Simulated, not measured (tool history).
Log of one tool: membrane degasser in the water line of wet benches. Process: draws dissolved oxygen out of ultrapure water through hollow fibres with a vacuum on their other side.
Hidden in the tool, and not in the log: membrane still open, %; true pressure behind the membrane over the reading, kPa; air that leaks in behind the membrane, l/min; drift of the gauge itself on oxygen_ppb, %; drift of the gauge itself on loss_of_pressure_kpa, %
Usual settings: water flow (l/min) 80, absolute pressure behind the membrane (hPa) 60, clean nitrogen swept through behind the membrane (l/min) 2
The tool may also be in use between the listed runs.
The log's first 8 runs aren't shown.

run    hour  water flow (l/min)  absolute pressure behind the membrane (hPa)  clean nitrogen swept through behind the membrane (l/min)  hours since the membrane was changed  hours since the vacuum gauge was calibrated  hours since the vacuum lines were made tight  dissolved oxygen in the water behind the degasser (ppb)  pressure that the water loses in the fibres (hPa)
  9   775.4                  55                                           60                                                         2                                  4196                                          227                                         10215                                                    160.7                                              239.5
 10   845.4                  55                                         57.5                                                         2                                  4266                                          297                                         10285                                                    149.4                                              236.6
 11   966.4                  55                                         57.5                                                         2                                  4387                                          418                                         10406                                                    147.9                                              238.9
 12  1041.5                  55                                         57.5                                                         2                                  4462                                          493                                         10481                                                      150                                              236.3
 13  1122.8                  55                                         57.5                                                         2                                  4543                                          574                                         10562                                                    148.6                                                239
 14  1277.3                  55                                         57.5                                                         2                                  4698                                          728                                         10716                                                    149.2                                              237.6
 15    1402                  80                                           60                                                         2                                  4822                                          853                                         10841                                                    228.3                                              347.5
 16  1539.9                  80                                           60                                                         2                                  4960                                          991                                         10979                                                    224.4                                              344.9
 17  1621.2                  80                                           60                                                         2                                  5042                                         1072                                         11060                                                    222.9                                              343.1
 18    1686                  74                                           60                                                      2.05                                  5106                                         1137                                         11125                                                    202.3                                              320.5
 19  1834.6                  56                                         99.4                                                      0.89                                  5255                                         1286                                         11274                                                    705.2                                              240.4
 20  1973.5                  80                                           60                                                      0.97                                  5394                                         1425                                         11413                                                    376.9                                              348.2
 21  2098.9                  80                                        116.7                                                      3.48                                  5519                                         1550                                         11538                                                    411.9                                              344.3
 22  2256.7                  80                                         38.9                                                      3.48                                  5677                                         1708                                         11696                                                     38.1                                              345.4
 23  2369.7                 126                                        121.7                                                      3.82                                  5790                                         1821                                         11809                                                    603.1                                              541.6
 24  2464.5                  74                                         74.4                                                      3.82                                  5885                                         1916                                         11904                                                    181.9                                              319.1
 25  2558.5                 108                                         74.4                                                      1.29                                  5979                                         2010                                         11998                                                    566.7                                              463.5
 26  2631.4                 108                                         74.4                                                      1.29                                  6052                                         2083                                         12071                                                    563.9                                              465.1
 27  2696.3                 101                                         41.6                                                      1.49                                  6117                                         2147                                         12135                                                    124.4                                              436.7
 28  2820.9                  88                                         41.6                                                      3.41                                  6241                                         2272                                         12260                                                       59                                                381
     2868.9  -- seals of the vacuum lines changed
 29  2951.4                  88                                         41.6                                                      3.41                                  6370                                         2400                                            82                                                     59.8                                              379.9

Run 30 comes next. What will it give?
 30  3057.1                  86                                         42.1                                                         2                                  6475                                         2506                                           188                                                        ?                                                  ?

dissolved oxygen in the water behind the degasser (ppb): 90.2
pressure that the water loses in the fibres (hPa): 370.4
Without the tool's hidden state the same run would have given dissolved oxygen in the water behind the degasser (ppb) 90.2, pressure that the water loses in the fibres (hPa) 370.3.
